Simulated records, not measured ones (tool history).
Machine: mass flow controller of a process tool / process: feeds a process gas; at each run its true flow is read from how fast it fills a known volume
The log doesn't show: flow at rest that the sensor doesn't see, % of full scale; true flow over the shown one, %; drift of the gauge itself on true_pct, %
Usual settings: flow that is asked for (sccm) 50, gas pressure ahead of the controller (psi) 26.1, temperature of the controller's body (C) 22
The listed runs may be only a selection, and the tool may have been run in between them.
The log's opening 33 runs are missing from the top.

run	hour	flow that is asked for (sccm)	gas pressure ahead of the controller (psi)	temperature of the controller's body (C)	hours of work since the controller was set to zero	hours of work since the controller was changed	true flow (%)
# hour 3979.8: gauge calibrated
34	4049.2	23	38.4	32	4765	4765	99.03
35	4117.2	38	26.1	22	4808	4808	98.79
36	4258.2	38	26.1	22	4897	4897	98.81
37	4341.2	24	36.1	22	4950	4950	98.67
38	4439.4	13	26.1	34	5012	5012	98.75
39	4566	12	26.1	29	5092	5092	98.77
40	4647.3	76	30.7	38	5144	5144	100.51
41	4765.7	36	26.1	28	5219	5219	99.21
42	4900.3	79	21.9	22	5304	5304	99.8
43	5033.4	16	25.1	22	5388	5388	98.82
44	5134.1	16	25.1	22	5452	5452	98.87
45	5254	78	30.7	20	5528	5528	100.2
46	5376.6	78	30.7	20	5606	5606	100.17
47	5470.3	11	20.6	22	5665	5665	98.88
48	5554.4	28	24.8	28	5718	5718	99.6

3 options for the next run, each taken on its own from the tool as it stands now. Forecast them:
# hour 5689.4: gauge calibrated
A	5689.4	50	26.1	21	5804	5804	?
# hour 5689.4: gauge calibrated
B	5689.4	99	26.1	22	5804	5804	?
# hour 5689.4: gauge calibrated
C	5689.4	50	25.8	24	5804	5804	?

run	true flow (%)
A	98.72
B	99.71
C	98.87
Stripped of hidden state, with their random variation kept, the same runs would have yielded:
run	true flow (%)
A	98.73
B	99.73
C	98.88
